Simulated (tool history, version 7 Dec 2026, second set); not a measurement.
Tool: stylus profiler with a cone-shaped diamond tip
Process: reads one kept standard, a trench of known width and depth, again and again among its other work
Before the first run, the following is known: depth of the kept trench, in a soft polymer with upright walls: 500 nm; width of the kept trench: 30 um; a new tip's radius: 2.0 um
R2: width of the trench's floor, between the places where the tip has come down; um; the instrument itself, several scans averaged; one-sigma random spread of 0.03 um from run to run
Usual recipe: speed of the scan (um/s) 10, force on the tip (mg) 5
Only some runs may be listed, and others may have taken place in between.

Run 1, hour 0: usual settings. Result: depth of the trench (Å) 5123.6, R2 27.29 um.
Run 2, hour 26.5: usual settings. Result: depth of the trench (Å) 5124.6, R2 27.29 um.
Run 3, hour 54.1: usual settings. Result: depth of the trench (Å) 5124.3, R2 27.28 um.
Run 4, hour 74.3: usual settings. Result: depth of the trench (Å) 5124.9, R2 27.28 um.
Run 5, hour 100.9: usual settings but force on the tip (mg) 2.6. Result: depth of the trench (Å) 5078.8, R2 27.34 um.
Run 6, hour 134.4: usual settings but force on the tip (mg) 7.56. Result: depth of the trench (Å) 5162.8, R2 27.26 um.
Run 7, hour 161.8: usual settings but force on the tip (mg) 7.56. Result: depth of the trench (Å) 5165.3, R2 27.29 um.
Run 8, hour 185.5: usual settings but force on the tip (mg) 13.62. Result: depth of the trench (Å) 5243.5, R2 27.34 um.
Run 9, hour 205.6: usual settings. Result: depth of the trench (Å) 5122.7, R2 27.35 um.
Run 10, hour 231.2: usual settings but force on the tip (mg) 6.28. Result: depth of the trench (Å) 5144.1, R2 27.31 um.
Run 11, hour 248.5: usual settings but force on the tip (mg) 6.28. Result: depth of the trench (Å) 5142.7, R2 27.3 um.
Run 12, hour 269.6: usual settings but force on the tip (mg) 2.36. Result: depth of the trench (Å) 5076.3, R2 27.28 um.
Run 13, hour 288.7: usual settings but force on the tip (mg) 2.36. Result: depth of the trench (Å) 5074.8, R2 27.32 um.
Run 14, hour 308.8: usual settings but force on the tip (mg) 2.36. Result: depth of the trench (Å) 5076.3, R2 27.23 um.
Run 15, hour 340.9: usual settings but force on the tip (mg) 2.36. Result: depth of the trench (Å) 5075.3, R2 27.25 um.
Run 16, hour 374.4: usual settings but force on the tip (mg) 2.36. Result: depth of the trench (Å) 5075.6, R2 27.25 um.
Run 17, hour 405.1: usual settings but force on the tip (mg) 2.36. Result: depth of the trench (Å) 5074.2, R2 27.3 um.
Run 18, hour 436.7: usual settings but force on the tip (mg) 13.15. Result: depth of the trench (Å) 5237.8, R2 27.33 um.
Run 19, hour 453.2: usual settings but force on the tip (mg) 13.15. Result: depth of the trench (Å) 5237.8, R2 27.29 um.
Run 20, hour 471.9: usual settings but force on the tip (mg) 13.15. Result: depth of the trench (Å) 5237, R2 27.35 um.
Run 21, hour 494.1: usual settings. Result: depth of the trench (Å) 5127, R2 27.27 um.
Run 22, hour 511.5: usual settings. Result: depth of the trench (Å) 5124.2, R2 27.33 um.
Run 23, hour 529.9: usual settings but force on the tip (mg) 6.19. Result: depth of the trench (Å) 5140.3, R2 27.31 um.
Run 24, hour 555.2: usual settings but speed of the scan (um/s) 6, force on the tip (mg) 2.97. Result: depth of the trench (Å) 5087, R2 27.32 um.
Run 25, hour 583.8: usual settings but speed of the scan (um/s) 16, force on the tip (mg) 4.62. Result: depth of the trench (Å) 5117.1, R2 27.32 um.
Run 26, hour 607: usual settings but speed of the scan (um/s) 29, force on the tip (mg) 7.4. Result: depth of the trench (Å) 5161.2, R2 27.24 um.
Run 27, hour 625.1: usual settings but speed of the scan (um/s) 5, force on the tip (mg) 3.03. Result: depth of the trench (Å) 5088.4, R2 27.27 um.
Run 28, hour 651.4: usual settings but speed of the scan (um/s) 5, force on the tip (mg) 3.03. Result: depth of the trench (Å) 5088.6, R2 27.34 um.
Run 29, hour 679.5: usual settings but speed of the scan (um/s) 5, force on the tip (mg) 9.19. Result: depth of the trench (Å) 5184.8, R2 27.36 um.
Run 30, hour 705.5: usual settings but speed of the scan (um/s) 5, force on the tip (mg) 9.19. Result: depth of the trench (Å) 5188.2, R2 27.33 um.
Run 31, hour 724.8: usual settings but speed of the scan (um/s) 5, force on the tip (mg) 9.19. Result: depth of the trench (Å) 5186.7, R2 27.35 um.
Run 32, hour 749.3: usual settings but speed of the scan (um/s) 4, force on the tip (mg) 8.8. Result: depth of the trench (Å) 5181.1, R2 27.31 um.
Run 33, hour 787.7: usual settings but speed of the scan (um/s) 19, force on the tip (mg) 3.37. Result: depth of the trench (Å) 5093.6, R2 27.28 um.
Run 34, hour 804: usual settings but speed of the scan (um/s) 15, force on the tip (mg) 11.76. Result: depth of the trench (Å) 5221.8, R2 27.27 um.
Run 35, hour 837.8: usual settings but speed of the scan (um/s) 15, force on the tip (mg) 11.76. Result: depth of the trench (Å) 5216.9, R2 27.29 um.
Run 36, hour 872.4: usual settings but speed of the scan (um/s) 3, force on the tip (mg) 8.13. Result: depth of the trench (Å) 5173.4, R2 27.39 um.
Run 37, hour 899.8: usual settings but speed of the scan (um/s) 2, force on the tip (mg) 10.67. Result: depth of the trench (Å) 5206.6, R2 27.36 um.
Run 38, hour 919.9: usual settings but speed of the scan (um/s) 34, force on the tip (mg) 2.56. Result: depth of the trench (Å) 5077.8, R2 27.2 um.
Run 39, hour 939: usual settings but speed of the scan (um/s) 34, force on the tip (mg) 2.56. Result: depth of the trench (Å) 5079.2, R2 27.13 um.
Run 40, hour 971.9: usual settings but speed of the scan (um/s) 8, force on the tip (mg) 2.96. Result: depth of the trench (Å) 5086, R2 27.3 um.
Run 41, hour 1010.3: usual settings but speed of the scan (um/s) 8, force on the tip (mg) 2.96. Result: depth of the trench (Å) 5087.2, R2 27.29 um.
Run 42, hour 1031.1: usual settings but speed of the scan (um/s) 8, force on the tip (mg) 2.96. Result: depth of the trench (Å) 5085.1, R2 27.33 um.
Run 43, hour 1062.8: usual settings but speed of the scan (um/s) 26, force on the tip (mg) 2.8. Result: depth of the trench (Å) 5083.8, R2 27.22 um.
Run 44, hour 1091.4: usual settings but speed of the scan (um/s) 26, force on the tip (mg) 2.8. Result: depth of the trench (Å) 5086.1, R2 27.31 um.

Not shown here: 2 entries made in the log between runs. Locate each between two listed runs and compare the hidden state at the listed run before it with the hidden state at the listed run after it:
Logged between run 39 and run 40: height scale calibrated on a step standard (hour 945.8); new tip fitted, height scale calibrated (hour 971.5)
  radius of the tip, um: 2.02 -> 2; height scale over the true one, %: -0.002 -> 0
